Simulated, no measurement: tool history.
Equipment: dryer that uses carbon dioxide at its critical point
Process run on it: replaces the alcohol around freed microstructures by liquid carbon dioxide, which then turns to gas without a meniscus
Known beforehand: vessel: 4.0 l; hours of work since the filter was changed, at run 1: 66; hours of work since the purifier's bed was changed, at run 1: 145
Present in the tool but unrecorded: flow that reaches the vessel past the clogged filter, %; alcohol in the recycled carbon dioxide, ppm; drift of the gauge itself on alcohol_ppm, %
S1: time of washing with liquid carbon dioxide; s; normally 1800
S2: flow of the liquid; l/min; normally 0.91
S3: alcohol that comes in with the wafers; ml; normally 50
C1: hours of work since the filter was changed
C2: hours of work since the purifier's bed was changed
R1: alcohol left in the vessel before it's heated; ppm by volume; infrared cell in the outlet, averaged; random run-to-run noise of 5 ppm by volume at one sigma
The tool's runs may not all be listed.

{"run": 1, "hour": 0.0, "S1": 1800, "S2": 0.91, "S3": 50, "C1": 66, "C2": 145, "R1": 57}
{"run": 2, "hour": 53.3, "S1": 1800, "S2": 0.91, "S3": 50, "C1": 97, "C2": 175, "R1": 62}
{"run": 3, "hour": 92.1, "S1": 1800, "S2": 0.91, "S3": 50, "C1": 119, "C2": 198, "R1": 55}
{"run": 4, "hour": 149.5, "S1": 1800, "S2": 0.91, "S3": 50, "C1": 152, "C2": 231, "R1": 72}
{"run": 5, "hour": 204.8, "S1": 1800, "S2": 0.957, "S3": 50, "C1": 184, "C2": 262, "R1": 72}
{"hour": 241.9, "done": "inlet filter changed"}
{"run": 6, "hour": 255.7, "S1": 1800, "S2": 0.957, "S3": 50, "C1": 8, "C2": 291, "R1": 71}
{"run": 7, "hour": 307.4, "S1": 1800, "S2": 0.91, "S3": 75, "C1": 38, "C2": 321, "R1": 84}
{"run": 8, "hour": 334.1, "S1": 1800, "S2": 0.91, "S3": 75, "C1": 53, "C2": 336, "R1": 85}
{"run": 9, "hour": 387.6, "S1": 1800, "S2": 0.91, "S3": 49, "C1": 84, "C2": 367, "R1": 91}
{"run": 10, "hour": 421.4, "S1": 1800, "S2": 1.004, "S3": 50, "C1": 103, "C2": 386, "R1": 86}
{"run": 11, "hour": 465.4, "S1": 1440, "S2": 0.552, "S3": 50, "C1": 128, "C2": 411, "R1": 631}
{"run": 12, "hour": 524.7, "S1": 1800, "S2": 0.873, "S3": 50, "C1": 162, "C2": 445, "R1": 107}
{"run": 13, "hour": 569.7, "S1": 1800, "S2": 0.873, "S3": 50, "C1": 188, "C2": 471, "R1": 119}
{"hour": 596.2, "done": "inlet filter changed"}
{"run": 14, "hour": 631.4, "S1": 1800, "S2": 0.873, "S3": 50, "C1": 20, "C2": 506, "R1": 116}
{"run": 15, "hour": 663.9, "S1": 1800, "S2": 0.782, "S3": 54, "C1": 39, "C2": 524, "R1": 155}
{"run": 16, "hour": 707.1, "S1": 1440, "S2": 0.728, "S3": 86, "C1": 64, "C2": 549, "R1": 416}
{"run": 17, "hour": 734.9, "S1": 2220, "S2": 1.534, "S3": 86, "C1": 80, "C2": 565, "R1": 104}
{"run": 18, "hour": 797.7, "S1": 2220, "S2": 1.534, "S3": 86, "C1": 116, "C2": 601, "R1": 109}
{"run": 19, "hour": 825.6, "S1": 2220, "S2": 1.534, "S3": 59, "C1": 132, "C2": 617, "R1": 110}

Each row is a separate what-if for the run after 19, all from the same tool condition, not one after another. Results?
{"run": "A", "hour": 882.6, "S1": 2220, "S2": 1.276, "S3": 79, "C1": 164, "C2": 650, "R1": "?"}
{"run": "B", "hour": 882.6, "S1": 1920, "S2": 0.91, "S3": 50, "C1": 164, "C2": 650, "R1": "?"}
{"run": "C", "hour": 882.6, "S1": 1680, "S2": 0.91, "S3": 50, "C1": 164, "C2": 650, "R1": "?"}
{"run": "D", "hour": 882.6, "S1": 2880, "S2": 0.881, "S3": 59, "C1": 164, "C2": 650, "R1": "?"}
{"run": "E", "hour": 882.6, "S1": 2460, "S2": 0.948, "S3": 59, "C1": 164, "C2": 650, "R1": "?"}

run=A R1=121
run=B R1=137
run=C R1=163
run=D R1=116
run=E R1=116
What these runs would have given with no unlogged condition in the tool:
run=A R1=4
run=B R1=13
run=C R1=33
run=D R1=0
run=E R1=0
